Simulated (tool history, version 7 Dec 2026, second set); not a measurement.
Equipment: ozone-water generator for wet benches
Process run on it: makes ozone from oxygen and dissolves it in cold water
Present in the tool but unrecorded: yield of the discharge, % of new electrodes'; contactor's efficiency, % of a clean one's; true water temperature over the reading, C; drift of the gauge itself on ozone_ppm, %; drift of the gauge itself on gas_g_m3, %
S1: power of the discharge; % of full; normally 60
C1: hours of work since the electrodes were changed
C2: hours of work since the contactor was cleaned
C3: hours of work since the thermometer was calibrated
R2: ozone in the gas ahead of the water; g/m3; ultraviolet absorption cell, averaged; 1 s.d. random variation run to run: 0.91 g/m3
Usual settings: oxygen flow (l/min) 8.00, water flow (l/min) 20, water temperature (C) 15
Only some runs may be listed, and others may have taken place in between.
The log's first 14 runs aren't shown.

{"run": 15, "day": 13.083, "S1": 60, "oxygen flow (l/min)": 8.0, "water flow (l/min)": 20, "water temperature (C)": 15, "C1": 269, "C2": 6058, "C3": 3413, "dissolved ozone (ppm)": 19.5, "R2": 154.1}
{"run": 16, "day": 14.242, "S1": 60, "oxygen flow (l/min)": 8.0, "water flow (l/min)": 13, "water temperature (C)": 15, "C1": 286, "C2": 6075, "C3": 3430, "dissolved ozone (ppm)": 26.1, "R2": 152.8}
{"run": 17, "day": 15.396, "S1": 86, "oxygen flow (l/min)": 6.6, "water flow (l/min)": 19, "water temperature (C)": 15, "C1": 303, "C2": 6092, "C3": 3447, "dissolved ozone (ppm)": 27.6, "R2": 226.1}
{"run": 18, "day": 16.154, "S1": 86, "oxygen flow (l/min)": 13.66, "water flow (l/min)": 19, "water temperature (C)": 15, "C1": 314, "C2": 6104, "C3": 3458, "dissolved ozone (ppm)": 25.1, "R2": 152.2}
{"run": 19, "day": 17.258, "S1": 86, "oxygen flow (l/min)": 13.66, "water flow (l/min)": 19, "water temperature (C)": 15, "C1": 330, "C2": 6120, "C3": 3474, "dissolved ozone (ppm)": 25.3, "R2": 153.0}
{"run": 20, "day": 17.988, "S1": 60, "oxygen flow (l/min)": 6.45, "water flow (l/min)": 12, "water temperature (C)": 15, "C1": 341, "C2": 6131, "C3": 3485, "dissolved ozone (ppm)": 28.6, "R2": 170.4}
{"run": 21, "day": 18.621, "S1": 60, "oxygen flow (l/min)": 9.8, "water flow (l/min)": 20, "water temperature (C)": 7, "C1": 350, "C2": 6140, "C3": 3494, "dissolved ozone (ppm)": 22.1, "R2": 135.3}
{"run": 22, "day": 19.817, "S1": 94, "oxygen flow (l/min)": 10.94, "water flow (l/min)": 14, "water temperature (C)": 17, "C1": 368, "C2": 6158, "C3": 3512, "dissolved ozone (ppm)": 32.2, "R2": 184.3}

Predict the results of run 23:
{"run": 23, "day": 20.817, "S1": 94, "oxygen flow (l/min)": 10.94, "water flow (l/min)": 14, "water temperature (C)": 17, "C1": 383, "C2": 6172, "C3": 3527, "dissolved ozone (ppm)": "?", "R2": "?"}

Run 23 produced dissolved ozone (ppm) 31.9, R2 186.0 g/m3.
On a tool with no hidden condition, and with the same random variation, this run would have come out at dissolved ozone (ppm) 32.8, R2 185.2 g/m3.
